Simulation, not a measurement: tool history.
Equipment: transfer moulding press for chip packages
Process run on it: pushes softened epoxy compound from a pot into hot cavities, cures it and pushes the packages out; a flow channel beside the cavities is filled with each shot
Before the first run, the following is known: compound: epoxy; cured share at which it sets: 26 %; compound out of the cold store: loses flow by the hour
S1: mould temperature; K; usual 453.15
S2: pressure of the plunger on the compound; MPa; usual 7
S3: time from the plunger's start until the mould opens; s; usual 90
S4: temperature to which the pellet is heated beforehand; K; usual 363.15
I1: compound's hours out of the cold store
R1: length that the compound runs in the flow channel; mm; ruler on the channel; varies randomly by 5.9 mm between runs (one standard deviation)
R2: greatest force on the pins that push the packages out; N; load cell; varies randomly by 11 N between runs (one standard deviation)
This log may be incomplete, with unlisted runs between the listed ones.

run 1 hour=0 | S1=453.15 S2=7 S3=90 S4=363.15 | I1=10.6 | R1=766 R2=568
run 2 hour=41.2 | S1=453.15 S2=7 S3=90 S4=363.15 | I1=44.1 | R1=612 R2=539
run 3 hour=66.4 | S1=453.15 S2=7 S3=90 S4=354.15 | I1=19.2 | R1=719 R2=609
-- hour=75.6 cavities cleaned with cleaning compound and waxed
run 4 hour=100.1 | S1=453.15 S2=7 S3=90 S4=354.15 | I1=45.8 | R1=602 R2=536
run 5 hour=125.4 | S1=453.15 S2=7 S3=90 S4=354.15 | I1=45.9 | R1=600 R2=562
-- hour=151.6 cavities cleaned with cleaning compound and waxed
run 6 hour=173.4 | S1=453.15 S2=7 S3=90 S4=354.15 | I1=13 | R1=754 R2=586
-- hour=178.7 plunger's sealing rings changed
run 7 hour=209.1 | S1=453.15 S2=7 S3=86 S4=363.15 | I1=41.1 | R1=618 R2=583
-- hour=232.2 cavities cleaned with cleaning compound and waxed
run 8 hour=251.7 | S1=453.15 S2=7 S3=86 S4=363.15 | I1=42.2 | R1=611 R2=586
run 9 hour=298.4 | S1=448.15 S2=7 S3=86 S4=370.15 | I1=26.9 | R1=701 R2=833
-- hour=306.8 cavities cleaned with cleaning compound and waxed
run 10 hour=329.8 | S1=448.15 S2=7 S3=86 S4=370.15 | I1=29.9 | R1=687 R2=835
run 11 hour=369.1 | S1=448.15 S2=7 S3=86 S4=370.15 | I1=26.9 | R1=694 R2=860
-- hour=385 cavities cleaned with cleaning compound and waxed
run 12 hour=401.8 | S1=452.15 S2=7 S3=77 S4=362.15 | I1=41.2 | R1=628 R2=779
run 13 hour=436.6 | S1=459.15 S2=7 S3=90 S4=369.15 | I1=15.3 | R1=727 R2=447
-- hour=461.4 cavities cleaned with cleaning compound and waxed
run 14 hour=481.4 | S1=453.15 S2=6.18 S3=90 S4=361.15 | I1=29.7 | R1=623 R2=549
-- hour=512.3 mould's thermocouples calibrated
-- hour=527.5 plunger's sealing rings changed
run 15 hour=532.4 | S1=451.15 S2=6.18 S3=83 S4=361.15 | I1=31.3 | R1=620 R2=732

3 options for the next run, each taken on its own from the tool as it stands now. Forecast them:
-- hour=543.5 cavities cleaned with cleaning compound and waxed
run A hour=555.4 | S1=453.15 S2=7.24 S3=82 S4=353.15 | I1=21.9 | R1=? R2=?
-- hour=543.5 cavities cleaned with cleaning compound and waxed
run B hour=555.4 | S1=453.15 S2=6.01 S3=97 S4=355.15 | I1=19.9 | R1=? R2=?
-- hour=543.5 cavities cleaned with cleaning compound and waxed
run C hour=555.4 | S1=451.15 S2=5.28 S3=82 S4=372.15 | I1=15.4 | R1=? R2=?

run=A R1=740 R2=680
run=B R1=661 R2=512
run=C R1=653 R2=787
Without the tool's unlogged condition, the same runs would have read:
run=A R1=740 R2=678
run=B R1=661 R2=511
run=C R1=653 R2=785
